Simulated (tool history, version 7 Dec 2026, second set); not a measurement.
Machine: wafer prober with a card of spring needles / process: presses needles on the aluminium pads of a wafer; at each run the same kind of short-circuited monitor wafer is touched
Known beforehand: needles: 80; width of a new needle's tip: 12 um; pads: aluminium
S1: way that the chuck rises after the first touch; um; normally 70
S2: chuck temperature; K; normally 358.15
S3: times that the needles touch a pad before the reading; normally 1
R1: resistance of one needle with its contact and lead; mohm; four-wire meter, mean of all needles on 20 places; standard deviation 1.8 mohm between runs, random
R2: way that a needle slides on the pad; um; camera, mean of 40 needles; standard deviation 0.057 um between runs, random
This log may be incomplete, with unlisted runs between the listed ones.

run    hour  S1      S2  S3   R1     R2
  1       0  70  358.15   1  200  16.56
        7.8  -- tips cleaned on abrasive film
       23.3  -- tips cleaned on abrasive film
       42.7  -- tips cleaned on abrasive film
       58.2  -- tips cleaned on abrasive film
         77  -- tips cleaned on abrasive film
  2      77  70  358.15   3  186  16.44
       96.4  -- tips cleaned on abrasive film
      111.9  -- tips cleaned on abrasive film
      112.2  -- height of the first contact set anew
      127.7  -- tips cleaned on abrasive film
      143.2  -- tips cleaned on abrasive film
      159.9  -- tips cleaned on abrasive film
  3   159.9  70  358.15   3  183  16.78
      175.5  -- tips cleaned on abrasive film
        191  -- tips cleaned on abrasive film
      206.5  -- tips cleaned on abrasive film
        222  -- tips cleaned on abrasive film
      237.6  -- tips cleaned on abrasive film
  4   251.3  70  324.15   1  192  16.68
      255.3  -- tips cleaned on abrasive film
      270.8  -- tips cleaned on abrasive film
      286.3  -- tips cleaned on abrasive film
  5   300.3  70  324.15   1  194  16.65
      304.2  -- tips cleaned on abrasive film
      323.6  -- tips cleaned on abrasive film
      339.1  -- tips cleaned on abrasive film
      354.6  -- tips cleaned on abrasive film
        374  -- tips cleaned on abrasive film
  6     376  70  324.15   1  182  16.41
      391.5  -- tips cleaned on abrasive film
        407  -- tips cleaned on abrasive film
      407.3  -- height of the first contact set anew
      426.7  -- tips cleaned on abrasive film
  7   430.8  70  324.15   1  185  16.82
      442.5  -- tips cleaned on abrasive film
        458  -- tips cleaned on abrasive film
      477.4  -- tips cleaned on abrasive film
  8   482.5  70  324.15   2  183  16.85
      494.2  -- tips cleaned on abrasive film
      509.7  -- tips cleaned on abrasive film
      525.2  -- tips cleaned on abrasive film
      540.8  -- tips cleaned on abrasive film
      560.1  -- tips cleaned on abrasive film
      575.6  -- tips cleaned on abrasive film
  9   578.3  70  324.15   2  180  16.61
      593.8  -- tips cleaned on abrasive film
      613.2  -- tips cleaned on abrasive film
      628.7  -- tips cleaned on abrasive film
 10   634.2  70  358.15   1  193  16.47
      645.9  -- tips cleaned on abrasive film
      665.3  -- tips cleaned on abrasive film
      680.8  -- tips cleaned on abrasive film
      700.2  -- tips cleaned on abrasive film
      700.5  -- height of the first contact set anew
 11   704.6  70  358.15   1  195   16.8
      716.3  -- tips cleaned on abrasive film
      731.8  -- tips cleaned on abrasive film
      751.2  -- tips cleaned on abrasive film
      766.7  -- tips cleaned on abrasive film
      782.2  -- tips cleaned on abrasive film
 12   782.3  70  358.15   1  185  16.72
      797.8  -- tips cleaned on abrasive film
      813.4  -- tips cleaned on abrasive film
 13   827.9  70  365.15   1  201  16.59
      831.9  -- tips cleaned on abrasive film
      847.4  -- tips cleaned on abrasive film
      862.9  -- tips cleaned on abrasive film
      878.4  -- tips cleaned on abrasive film
 14   884.1  70  365.15   1  193  16.61
      895.8  -- tips cleaned on abrasive film
      911.3  -- tips cleaned on abrasive film
 15   923.1  70  365.15   1  204  16.56
        927  -- tips cleaned on abrasive film
      946.4  -- tips cleaned on abrasive film
      961.9  -- tips cleaned on abrasive film
      977.4  -- tips cleaned on abrasive film
        993  -- tips cleaned on abrasive film
      994.2  -- height of the first contact set anew
 16   994.2  70  365.15   1  189  16.81
     1009.7  -- tips cleaned on abrasive film
     1025.2  -- tips cleaned on abrasive film
     1040.7  -- tips cleaned on abrasive film
     1056.2  -- tips cleaned on abrasive film
 17    1057  70  365.15   1  185  16.95
     1072.5  -- tips cleaned on abrasive film
     1091.9  -- tips cleaned on abrasive film
     1107.4  -- tips cleaned on abrasive film
 18  1116.8  72  307.15   1  191  17.17
     1124.6  -- tips cleaned on abrasive film
     1140.2  -- tips cleaned on abrasive film
     1155.7  -- tips cleaned on abrasive film
 19  1165.3  72  382.15   1  205  17.15
     1173.1  -- tips cleaned on abrasive film
     1188.7  -- tips cleaned on abrasive film
     1204.2  -- tips cleaned on abrasive film
 20  1211.5  70  383.15   1  202   16.5
     1223.1  -- tips cleaned on abrasive film
     1238.7  -- tips cleaned on abrasive film
     1254.2  -- tips cleaned on abrasive film
     1273.5  -- tips cleaned on abrasive film
     1289.1  -- tips cleaned on abrasive film
     1289.4  -- height of the first contact set anew
     1304.9  -- tips cleaned on abrasive film
 21  1307.1  70  338.15   1  185  16.87
     1322.6  -- tips cleaned on abrasive film
     1338.2  -- tips cleaned on abrasive film
     1357.5  -- tips cleaned on abrasive film
     1373.1  -- tips cleaned on abrasive film
 22  1376.6  70  338.15   1  191  16.73
     1392.1  -- tips cleaned on abrasive film
     1411.5  -- tips cleaned on abrasive film
 23  1426.8  86  305.15   2  182  20.52
     1430.8  -- tips cleaned on abrasive film
     1446.3  -- tips cleaned on abrasive film
     1461.8  -- tips cleaned on abrasive film
     1481.2  -- tips cleaned on abrasive film
     1496.7  -- tips cleaned on abrasive film
     1512.2  -- tips cleaned on abrasive film
 24  1522.3  65  333.15   2  193  15.33

Difference, measured minus no-hidden-state, one row per run. Run-to-run variation is common to both terms; the gauge's own scatter need not be:
Hidden state present: debris on the tips, nm; way that the needles fall short of the set height, um; tips' diameter, um; drift of the gauge itself on contact_mohm, %; drift of the gauge itself on scrub_um, %.
run   R1     R2
  1  +16  -0.27
  2   +0  -0.41
  3   +0  -0.09
  4  +18  -0.21
  5  +18  -0.28
  6   +5  -0.42
  7   +9  -0.02
  8   +6  -0.11
  9   +4  -0.26
 10  +10  -0.36
 11  +11     +0
 12   +1  -0.13
 13  +18  -0.17
 14  +10  -0.28
 15  +19  -0.36
 16   +4     +0
 17   +3  -0.09
 18  +18  -0.18
 19  +15  -0.25
 20  +15  -0.33
 21   +8  -0.03
 22  +10  -0.15
 23  +10  -0.21
 24  +15  -0.37

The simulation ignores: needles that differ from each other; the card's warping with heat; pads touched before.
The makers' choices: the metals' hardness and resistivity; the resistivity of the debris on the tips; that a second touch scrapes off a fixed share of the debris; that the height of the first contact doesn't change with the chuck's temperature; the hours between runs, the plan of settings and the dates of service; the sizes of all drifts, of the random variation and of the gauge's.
